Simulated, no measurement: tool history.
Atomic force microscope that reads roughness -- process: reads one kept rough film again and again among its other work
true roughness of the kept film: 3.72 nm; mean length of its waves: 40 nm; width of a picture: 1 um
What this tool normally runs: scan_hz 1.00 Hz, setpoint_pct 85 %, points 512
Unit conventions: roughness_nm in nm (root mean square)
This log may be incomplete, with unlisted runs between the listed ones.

Run 1, day 0.000: usual settings. Result: roughness_nm 2.607 nm (root mean square).
Run 2, day 0.254: usual settings but setpoint_pct 58 %. Result: roughness_nm 2.876 nm (root mean square).
Run 3, day 0.533: usual settings but scan_hz 0.58 Hz. Result: roughness_nm 2.740 nm (root mean square).
At day 0.825: new tip fitted.
Run 4, day 0.938: usual settings but points 265. Result: roughness_nm 2.962 nm (root mean square).
Run 5, day 1.408: usual settings but points 265. Result: roughness_nm 2.933 nm (root mean square).
Run 6, day 1.604: usual settings but points 265. Result: roughness_nm 2.903 nm (root mean square).
Run 7, day 2.050: usual settings but scan_hz 0.85 Hz. Result: roughness_nm 2.947 nm (root mean square).
Run 8, day 2.358: usual settings but scan_hz 0.85 Hz. Result: roughness_nm 2.939 nm (root mean square).
Run 9, day 2.625: usual settings but points 289. Result: roughness_nm 2.861 nm (root mean square).
Run 10, day 2.833: usual settings but points 464. Result: roughness_nm 2.859 nm (root mean square).
Run 11, day 3.071: usual settings but setpoint_pct 78 %, points 464. Result: roughness_nm 2.937 nm (root mean square).
Run 12, day 3.521: usual settings but setpoint_pct 78 %, points 464. Result: roughness_nm 2.919 nm (root mean square).
Run 13, day 3.954: usual settings. Result: roughness_nm 2.776 nm (root mean square).
Run 14, day 4.167: usual settings. Result: roughness_nm 2.762 nm (root mean square).
Run 15, day 4.625: usual settings. Result: roughness_nm 2.730 nm (root mean square).
Run 16, day 5.021: usual settings. Result: roughness_nm 2.711 nm (root mean square).
Run 17, day 5.433: usual settings. Result: roughness_nm 2.720 nm (root mean square).
Run 18, day 5.775: usual settings but points 937. Result: roughness_nm 2.698 nm (root mean square).
Run 19, day 6.150: usual settings but setpoint_pct 90 %. Result: roughness_nm 2.616 nm (root mean square).
Run 20, day 6.438: usual settings but setpoint_pct 90 %. Result: roughness_nm 2.584 nm (root mean square).
Run 21, day 6.696: usual settings but setpoint_pct 90 %. Result: roughness_nm 2.570 nm (root mean square).
At day 6.762: height scale calibrated on a step standard.
Run 22, day 7.129: usual settings but setpoint_pct 90 %. Result: roughness_nm 2.543 nm (root mean square).
Run 23, day 7.562: usual settings but setpoint_pct 90 %. Result: roughness_nm 2.510 nm (root mean square).
At day 7.654: new tip fitted.
Run 24, day 8.042: usual settings but scan_hz 1.17 Hz. Result: roughness_nm 2.868 nm (root mean square).
At day 8.271: height scale calibrated on a step standard, once more.
Run 25, day 8.400: usual settings but points 330. Result: roughness_nm 2.928 nm (root mean square).
Run 26, day 8.812: usual settings but setpoint_pct 78 %. Result: roughness_nm 2.998 nm (root mean square).
Run 27, day 9.167: usual settings but scan_hz 1.76 Hz. Result: roughness_nm 2.674 nm (root mean square).
Run 28, day 9.567: usual settings but scan_hz 1.76 Hz. Result: roughness_nm 2.635 nm (root mean square).
Run 29, day 9.812: usual settings but scan_hz 0.62 Hz, setpoint_pct 72 %, points 683. Result: roughness_nm 3.109 nm (root mean square).
Run 30, day 10.104: usual settings but scan_hz 2.41 Hz, setpoint_pct 73 %, points 447. Result: roughness_nm 2.738 nm (root mean square).
Run 31, day 10.450: usual settings but scan_hz 0.94 Hz. Result: roughness_nm 2.849 nm (root mean square).
Run 32, day 10.729: usual settings but scan_hz 3.65 Hz, setpoint_pct 62 %. Result: roughness_nm 2.779 nm (root mean square).
Run 33, day 10.938: usual settings but scan_hz 3.65 Hz, setpoint_pct 62 %, points 316. Result: roughness_nm 2.800 nm (root mean square).
Run 34, day 11.262: usual settings but scan_hz 0.75 Hz, setpoint_pct 62 %, points 858. Result: roughness_nm 3.015 nm (root mean square).
Run 35, day 11.683: usual settings but scan_hz 1.53 Hz, points 286. Result: roughness_nm 2.568 nm (root mean square).
Run 36, day 12.158: usual settings but scan_hz 1.56 Hz, setpoint_pct 77 %, points 286. Result: roughness_nm 2.681 nm (root mean square).
Run 37, day 12.367: usual settings but scan_hz 1.59 Hz, setpoint_pct 88 %, points 286. Result: roughness_nm 2.471 nm (root mean square).
Run 38, day 12.850: usual settings but scan_hz 0.58 Hz, setpoint_pct 87 %, points 968. Result: roughness_nm 2.812 nm (root mean square).
Run 39, day 13.279: usual settings but scan_hz 2.01 Hz, setpoint_pct 64 %. Result: roughness_nm 2.776 nm (root mean square).

Run 40, settings as shown, results not yet in. Your forecast:
Run 40, day 13.492: usual settings but scan_hz 2.01 Hz, setpoint_pct 64 %. Result: roughness_nm ?.

Run 40 came out at roughness_nm 2.778 nm (root mean square).
If the tool had no hidden condition, the same run with the same run-to-run variation would have returned roughness_nm 3.155 nm (root mean square).

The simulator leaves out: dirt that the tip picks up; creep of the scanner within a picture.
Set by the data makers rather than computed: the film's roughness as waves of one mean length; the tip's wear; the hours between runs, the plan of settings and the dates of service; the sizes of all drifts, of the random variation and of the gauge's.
